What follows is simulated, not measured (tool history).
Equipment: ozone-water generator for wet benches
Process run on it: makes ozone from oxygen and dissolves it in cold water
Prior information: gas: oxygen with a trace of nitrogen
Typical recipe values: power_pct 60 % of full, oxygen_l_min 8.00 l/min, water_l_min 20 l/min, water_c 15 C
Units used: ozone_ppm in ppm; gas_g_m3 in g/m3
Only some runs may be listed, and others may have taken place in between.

run,hour,power_pct,oxygen_l_min,water_l_min,water_c,ozone_ppm,gas_g_m3
1,0.0,60,8.00,20,15,16.8,137.1
2,29.0,60,8.00,20,15,16.6,136.8
3,47.5,60,8.00,20,15,16.3,138.9
4,80.5,60,8.00,20,15,16.6,135.7
5,114.0,60,8.00,20,15,16.6,137.6
6,140.2,60,8.00,20,15,16.7,138.6
7,174.3,60,8.00,20,15,16.6,136.1
8,213.9,60,8.00,20,15,16.5,138.0
9,238.5,60,8.00,20,15,16.3,136.4
10,268.5,60,8.00,20,15,16.4,136.3
11,297.2,60,8.00,20,15,16.5,136.2
12,321.5,60,8.00,20,15,16.4,136.9
13,337.9,77,6.24,20,16,18.9,181.0
14,367.0,77,6.24,20,16,19.1,181.2
15,389.7,77,6.24,22,7,20.0,178.8
16,424.5,77,6.24,22,7,20.0,180.4
17,448.4,84,9.36,17,17,20.1,145.5
18,472.5,47,5.22,25,14,12.9,161.0
19,497.9,47,5.22,25,14,12.9,159.6
20,530.0,50,8.96,25,14,13.0,118.0
21,560.7,50,8.96,25,14,12.8,116.0
22,594.9,54,12.50,13,14,18.3,96.8
23,622.5,49,8.75,21,8,15.8,116.9

What if the next run were any one of these 3? Each begins from the tool's condition after run 23:
A,661.7,60,5.53,30,14,?,?
B,661.7,49,8.75,13,8,?,?
C,661.7,64,12.74,21,8,?,?

run,ozone_ppm,gas_g_m3
A,12.4,172.5
B,21.9,114.3
C,16.6,104.5
With the hidden condition removed and each run's random variation left untouched, the same runs would have given:
run,ozone_ppm,gas_g_m3
A,13.1,177.5
B,23.0,117.3
C,17.6,107.6

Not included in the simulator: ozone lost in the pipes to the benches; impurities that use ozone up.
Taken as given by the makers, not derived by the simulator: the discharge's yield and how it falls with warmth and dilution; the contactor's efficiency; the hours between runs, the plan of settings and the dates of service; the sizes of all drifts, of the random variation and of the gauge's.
